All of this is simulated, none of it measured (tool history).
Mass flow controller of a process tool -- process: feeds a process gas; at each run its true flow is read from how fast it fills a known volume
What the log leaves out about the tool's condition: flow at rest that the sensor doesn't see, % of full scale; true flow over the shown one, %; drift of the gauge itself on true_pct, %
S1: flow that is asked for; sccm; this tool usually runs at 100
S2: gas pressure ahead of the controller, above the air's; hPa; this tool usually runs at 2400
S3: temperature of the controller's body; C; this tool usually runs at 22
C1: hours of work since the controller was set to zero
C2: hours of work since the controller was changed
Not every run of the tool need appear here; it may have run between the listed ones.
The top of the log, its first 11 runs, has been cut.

run 12 hour=639.7 | S1=100 S2=2670 S3=22 | C1=2114 C2=2114 | true_flow_(%)=99.05
run 13 hour=678.7 | S1=100 S2=2670 S3=22 | C1=2144 C2=2144 | true_flow_(%)=98.80
run 14 hour=734.6 | S1=100 S2=2670 S3=22 | C1=2188 C2=2188 | true_flow_(%)=98.65
run 15 hour=768.4 | S1=100 S2=2400 S3=22 | C1=2214 C2=2214 | true_flow_(%)=98.66
run 16 hour=840.7 | S1=100 S2=2400 S3=22 | C1=2270 C2=2270 | true_flow_(%)=98.45
run 17 hour=904.3 | S1=190 S2=2400 S3=22 | C1=2320 C2=2320 | true_flow_(%)=98.72
run 18 hour=943.3 | S1=79 S2=2100 S3=28 | C1=2350 C2=2350 | true_flow_(%)=97.89
run 19 hour=1004.6 | S1=51 S2=1530 S3=34 | C1=2398 C2=2398 | true_flow_(%)=97.28
run 20 hour=1047.6 | S1=100 S2=2660 S3=20 | C1=2431 C2=2431 | true_flow_(%)=98.18
run 21 hour=1100.2 | S1=100 S2=2660 S3=20 | C1=2472 C2=2472 | true_flow_(%)=98.28
run 22 hour=1157.3 | S1=100 S2=2660 S3=20 | C1=2517 C2=2517 | true_flow_(%)=97.99
run 23 hour=1225.1 | S1=100 S2=2660 S3=20 | C1=2569 C2=2569 | true_flow_(%)=97.86

What will run 24 give?
run 24 hour=1270.5 | S1=100 S2=1530 S3=22 | C1=2605 C2=2605 | true_flow_(%)=?

{"run 24": {"true flow (%)": 97.55}}
Without the tool's hidden state the same run would have given true flow (%) 99.74.

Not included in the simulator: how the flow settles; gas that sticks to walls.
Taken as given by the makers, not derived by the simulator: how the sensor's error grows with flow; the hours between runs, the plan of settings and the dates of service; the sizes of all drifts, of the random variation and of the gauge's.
